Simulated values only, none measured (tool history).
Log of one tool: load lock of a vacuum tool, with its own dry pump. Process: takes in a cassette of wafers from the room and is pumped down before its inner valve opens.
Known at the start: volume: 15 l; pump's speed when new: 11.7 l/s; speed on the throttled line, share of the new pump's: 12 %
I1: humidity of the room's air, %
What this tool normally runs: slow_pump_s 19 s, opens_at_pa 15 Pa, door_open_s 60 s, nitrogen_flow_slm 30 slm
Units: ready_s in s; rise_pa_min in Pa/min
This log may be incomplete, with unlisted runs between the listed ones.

{"run": 1, "hour": 0.0, "slow_pump_s": 19, "opens_at_pa": 15, "door_open_s": 60, "nitrogen_flow_slm": 30, "I1": 48.7, "ready_s": 28.19, "rise_pa_min": 0.037}
{"run": 2, "hour": 143.3, "slow_pump_s": 19, "opens_at_pa": 15, "door_open_s": 60, "nitrogen_flow_slm": 30, "I1": 44.9, "ready_s": 28.17, "rise_pa_min": 0.036}
{"run": 3, "hour": 301.5, "slow_pump_s": 19, "opens_at_pa": 15, "door_open_s": 60, "nitrogen_flow_slm": 30, "I1": 44.4, "ready_s": 28.08, "rise_pa_min": 0.038}
{"run": 4, "hour": 485.1, "slow_pump_s": 19, "opens_at_pa": 15, "door_open_s": 60, "nitrogen_flow_slm": 30, "I1": 45.3, "ready_s": 28.07, "rise_pa_min": 0.039}
{"run": 5, "hour": 627.8, "slow_pump_s": 19, "opens_at_pa": 15, "door_open_s": 60, "nitrogen_flow_slm": 30, "I1": 43.6, "ready_s": 28.14, "rise_pa_min": 0.036}
{"run": 6, "hour": 858.8, "slow_pump_s": 19, "opens_at_pa": 15, "door_open_s": 60, "nitrogen_flow_slm": 30, "I1": 45.3, "ready_s": 28.28, "rise_pa_min": 0.037}
{"run": 7, "hour": 969.0, "slow_pump_s": 13, "opens_at_pa": 15, "door_open_s": 60, "nitrogen_flow_slm": 30, "I1": 40.3, "ready_s": 22.9, "rise_pa_min": 0.038}
{"run": 8, "hour": 1118.7, "slow_pump_s": 13, "opens_at_pa": 15, "door_open_s": 60, "nitrogen_flow_slm": 30, "I1": 45.5, "ready_s": 22.92, "rise_pa_min": 0.038}
{"run": 9, "hour": 1351.6, "slow_pump_s": 19, "opens_at_pa": 15, "door_open_s": 60, "nitrogen_flow_slm": 30, "I1": 47.7, "ready_s": 28.13, "rise_pa_min": 0.038}
{"run": 10, "hour": 1455.9, "slow_pump_s": 20, "opens_at_pa": 15, "door_open_s": 60, "nitrogen_flow_slm": 30, "I1": 45.2, "ready_s": 29.17, "rise_pa_min": 0.037}
{"run": 11, "hour": 1575.6, "slow_pump_s": 20, "opens_at_pa": 15, "door_open_s": 60, "nitrogen_flow_slm": 30, "I1": 43.8, "ready_s": 29.07, "rise_pa_min": 0.03}
{"run": 12, "hour": 1765.3, "slow_pump_s": 20, "opens_at_pa": 15, "door_open_s": 60, "nitrogen_flow_slm": 30, "I1": 45.9, "ready_s": 29.03, "rise_pa_min": 0.033}
{"run": 13, "hour": 1965.2, "slow_pump_s": 19, "opens_at_pa": 15, "door_open_s": 60, "nitrogen_flow_slm": 30, "I1": 40.9, "ready_s": 28.25, "rise_pa_min": 0.035}
{"run": 14, "hour": 2121.4, "slow_pump_s": 19, "opens_at_pa": 15, "door_open_s": 60, "nitrogen_flow_slm": 30, "I1": 46.6, "ready_s": 28.18, "rise_pa_min": 0.035}
{"run": 15, "hour": 2350.4, "slow_pump_s": 19, "opens_at_pa": 15, "door_open_s": 60, "nitrogen_flow_slm": 30, "I1": 45, "ready_s": 28.22, "rise_pa_min": 0.039}
{"run": 16, "hour": 2577.5, "slow_pump_s": 19, "opens_at_pa": 15, "door_open_s": 60, "nitrogen_flow_slm": 30, "I1": 42.6, "ready_s": 28.18, "rise_pa_min": 0.038}
{"run": 17, "hour": 2733.4, "slow_pump_s": 19, "opens_at_pa": 15, "door_open_s": 60, "nitrogen_flow_slm": 30, "I1": 45.3, "ready_s": 28.15, "rise_pa_min": 0.039}
{"run": 18, "hour": 2922.4, "slow_pump_s": 19, "opens_at_pa": 15, "door_open_s": 60, "nitrogen_flow_slm": 30, "I1": 38.3, "ready_s": 28.2, "rise_pa_min": 0.034}
{"run": 19, "hour": 3022.3, "slow_pump_s": 19, "opens_at_pa": 15, "door_open_s": 60, "nitrogen_flow_slm": 30, "I1": 43.9, "ready_s": 28.15, "rise_pa_min": 0.034}
{"run": 20, "hour": 3210.1, "slow_pump_s": 19, "opens_at_pa": 14, "door_open_s": 60, "nitrogen_flow_slm": 30, "I1": 47, "ready_s": 28.31, "rise_pa_min": 0.039}
{"run": 21, "hour": 3353.4, "slow_pump_s": 19, "opens_at_pa": 14, "door_open_s": 60, "nitrogen_flow_slm": 30, "I1": 42, "ready_s": 28.26, "rise_pa_min": 0.035}
{"run": 22, "hour": 3562.6, "slow_pump_s": 19, "opens_at_pa": 14, "door_open_s": 60, "nitrogen_flow_slm": 30, "I1": 46.4, "ready_s": 28.34, "rise_pa_min": 0.042}
{"run": 23, "hour": 3771.3, "slow_pump_s": 28, "opens_at_pa": 20, "door_open_s": 60, "nitrogen_flow_slm": 22, "I1": 44.9, "ready_s": 35.84, "rise_pa_min": 0.05}
{"run": 24, "hour": 3985.4, "slow_pump_s": 18, "opens_at_pa": 18, "door_open_s": 43, "nitrogen_flow_slm": 5, "I1": 45.2, "ready_s": 26.99, "rise_pa_min": 0.047}
{"run": 25, "hour": 4117.0, "slow_pump_s": 19, "opens_at_pa": 15, "door_open_s": 57, "nitrogen_flow_slm": 30, "I1": 45.2, "ready_s": 28.13, "rise_pa_min": 0.039}
{"run": 26, "hour": 4321.3, "slow_pump_s": 19, "opens_at_pa": 15, "door_open_s": 57, "nitrogen_flow_slm": 30, "I1": 44.7, "ready_s": 28.14, "rise_pa_min": 0.038}
{"run": 27, "hour": 4433.4, "slow_pump_s": 18, "opens_at_pa": 30, "door_open_s": 110, "nitrogen_flow_slm": 16, "I1": 43.8, "ready_s": 26.25, "rise_pa_min": 0.063}
{"run": 28, "hour": 4597.3, "slow_pump_s": 12, "opens_at_pa": 15, "door_open_s": 60, "nitrogen_flow_slm": 20, "I1": 45.1, "ready_s": 22.01, "rise_pa_min": 0.04}
{"run": 29, "hour": 4755.9, "slow_pump_s": 18, "opens_at_pa": 20, "door_open_s": 25, "nitrogen_flow_slm": 30, "I1": 46.7, "ready_s": 26.89, "rise_pa_min": 0.025}
{"run": 30, "hour": 4895.9, "slow_pump_s": 18, "opens_at_pa": 20, "door_open_s": 25, "nitrogen_flow_slm": 30, "I1": 48, "ready_s": 26.95, "rise_pa_min": 0.025}
{"run": 31, "hour": 5131.8, "slow_pump_s": 34, "opens_at_pa": 10, "door_open_s": 221, "nitrogen_flow_slm": 36, "I1": 44.9, "ready_s": 41.93, "rise_pa_min": 0.074}
{"run": 32, "hour": 5299.2, "slow_pump_s": 34, "opens_at_pa": 19, "door_open_s": 39, "nitrogen_flow_slm": 22, "I1": 48.1, "ready_s": 41.11, "rise_pa_min": 0.035}
{"run": 33, "hour": 5537.0, "slow_pump_s": 19, "opens_at_pa": 16, "door_open_s": 180, "nitrogen_flow_slm": 30, "I1": 44.5, "ready_s": 27.96, "rise_pa_min": 0.069}
{"run": 34, "hour": 5726.2, "slow_pump_s": 19, "opens_at_pa": 11, "door_open_s": 180, "nitrogen_flow_slm": 30, "I1": 47, "ready_s": 28.54, "rise_pa_min": 0.068}
{"run": 35, "hour": 5948.0, "slow_pump_s": 19, "opens_at_pa": 11, "door_open_s": 180, "nitrogen_flow_slm": 30, "I1": 45.2, "ready_s": 28.52, "rise_pa_min": 0.068}
{"run": 36, "hour": 6104.4, "slow_pump_s": 23, "opens_at_pa": 11, "door_open_s": 92, "nitrogen_flow_slm": 30, "I1": 42.2, "ready_s": 32, "rise_pa_min": 0.05}
{"run": 37, "hour": 6336.7, "slow_pump_s": 23, "opens_at_pa": 16, "door_open_s": 92, "nitrogen_flow_slm": 8, "I1": 49.6, "ready_s": 31.7, "rise_pa_min": 0.08}

What if the next run were any one of these 4? Each begins from the tool's condition after run 37:
{"run": "A", "hour": 6509.1, "slow_pump_s": 26, "opens_at_pa": 11, "door_open_s": 42, "nitrogen_flow_slm": 8, "I1": 48.9, "ready_s": "?", "rise_pa_min": "?"}
{"run": "B", "hour": 6509.1, "slow_pump_s": 23, "opens_at_pa": 13, "door_open_s": 34, "nitrogen_flow_slm": 8, "I1": 47.2, "ready_s": "?", "rise_pa_min": "?"}
{"run": "C", "hour": 6509.1, "slow_pump_s": 23, "opens_at_pa": 16, "door_open_s": 32, "nitrogen_flow_slm": 8, "I1": 42.6, "ready_s": "?", "rise_pa_min": "?"}
{"run": "D", "hour": 6509.1, "slow_pump_s": 23, "opens_at_pa": 16, "door_open_s": 92, "nitrogen_flow_slm": 5, "I1": 43.2, "ready_s": "?", "rise_pa_min": "?"}

run=A ready_s=34.8 rise_pa_min=0.051
run=B ready_s=31.9 rise_pa_min=0.04
run=C ready_s=31.69 rise_pa_min=0.04
run=D ready_s=31.64 rise_pa_min=0.073
With no hidden state in the tool, these same runs would have given:
run=A ready_s=34.79 rise_pa_min=0.05
run=B ready_s=31.9 rise_pa_min=0.039
run=C ready_s=31.69 rise_pa_min=0.039
run=D ready_s=31.64 rise_pa_min=0.072

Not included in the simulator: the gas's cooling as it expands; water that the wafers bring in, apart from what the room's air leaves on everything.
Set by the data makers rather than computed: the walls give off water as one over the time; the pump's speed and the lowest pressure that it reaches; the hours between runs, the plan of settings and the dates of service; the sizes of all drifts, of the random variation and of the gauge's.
